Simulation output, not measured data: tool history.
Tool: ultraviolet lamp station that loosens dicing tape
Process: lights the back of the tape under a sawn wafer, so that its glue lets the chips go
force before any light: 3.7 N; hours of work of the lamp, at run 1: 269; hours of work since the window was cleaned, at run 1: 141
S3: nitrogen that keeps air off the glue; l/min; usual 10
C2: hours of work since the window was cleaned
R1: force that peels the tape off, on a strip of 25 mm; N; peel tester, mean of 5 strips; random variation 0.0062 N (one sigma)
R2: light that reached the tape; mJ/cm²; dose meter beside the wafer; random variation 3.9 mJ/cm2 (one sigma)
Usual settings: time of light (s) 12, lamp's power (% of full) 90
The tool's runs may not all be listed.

Run 1, hour 0: usual settings; hours of work of the lamp 269; C2 141. Result: R1 0.209 N, R2 627 mJ/cm².
Run 2, hour 29.5: usual settings; hours of work of the lamp 285; C2 157. Result: R1 0.215 N, R2 611 mJ/cm².
Run 3, hour 54.4: usual settings but S3 14 l/min; hours of work of the lamp 299; C2 170. Result: R1 0.183 N, R2 614 mJ/cm².
Run 4, hour 102: usual settings; hours of work of the lamp 324; C2 196. Result: R1 0.226 N, R2 608 mJ/cm².
Run 5, hour 132.7: usual settings; hours of work of the lamp 341; C2 212. Result: R1 0.233 N, R2 602 mJ/cm².
Run 6, hour 165.9: usual settings; hours of work of the lamp 359; C2 230. Result: R1 0.247 N, R2 603 mJ/cm².
Run 7, hour 212.5: usual settings; hours of work of the lamp 384; C2 256. Result: R1 0.244 N, R2 593 mJ/cm².
At hour 215.1: window cleaned of glue's vapour.
Run 8, hour 258.8: usual settings but time of light (s) 8, lamp's power (% of full) 77, S3 16 l/min; hours of work of the lamp 409; C2 24. Result: R1 0.627 N, R2 318 mJ/cm².
Run 9, hour 304.1: usual settings but time of light (s) 10, lamp's power (% of full) 95, S3 19 l/min; hours of work of the lamp 433; C2 48. Result: R1 0.259 N, R2 492 mJ/cm².
Run 10, hour 329.7: usual settings but time of light (s) 10, lamp's power (% of full) 70; hours of work of the lamp 447; C2 62. Result: R1 0.599 N, R2 361 mJ/cm².
Run 11, hour 361.2: usual settings but time of light (s) 10, lamp's power (% of full) 70; hours of work of the lamp 464; C2 79. Result: R1 0.606 N, R2 361 mJ/cm².
At hour 398.7: window cleaned of glue's vapour, once more.
Run 12, hour 399.2: usual settings but time of light (s) 15, lamp's power (% of full) 77, S3 7 l/min; hours of work of the lamp 484; C2 0. Result: R1 0.233 N, R2 667 mJ/cm².
Run 13, hour 432.3: usual settings but time of light (s) 15, lamp's power (% of full) 77, S3 7 l/min; hours of work of the lamp 502; C2 18. Result: R1 0.234 N, R2 657 mJ/cm².

Forecast each of these 5 alternatives for the next run:
Run A, hour 479.2: usual settings; hours of work of the lamp 527; C2 43. Result: R1 ?, R2 ?.
Run B, hour 479.2: usual settings but time of light (s) 15, lamp's power (% of full) 60, S3 5 l/min; hours of work of the lamp 527; C2 43. Result: R1 ?, R2 ?.
Run C, hour 479.2: usual settings but lamp's power (% of full) 77; hours of work of the lamp 527; C2 43. Result: R1 ?, R2 ?.
Run D, hour 479.2: usual settings but time of light (s) 20, lamp's power (% of full) 77, S3 9 l/min; hours of work of the lamp 527; C2 43. Result: R1 ?, R2 ?.
Run E, hour 479.2: usual settings but time of light (s) 8, lamp's power (% of full) 64, S3 7 l/min; hours of work of the lamp 527; C2 43. Result: R1 ?, R2 ?.

run     R1   R2
  A  0.218  608
  B  0.476  508
  C  0.311  524
  D  0.118  875
  E  0.981  288
Without the tool's hidden state the same runs would have given:
run     R1   R2
  A   0.18  669
  B  0.397  558
  C  0.257  575
  D  0.104  962
  E  0.865  317
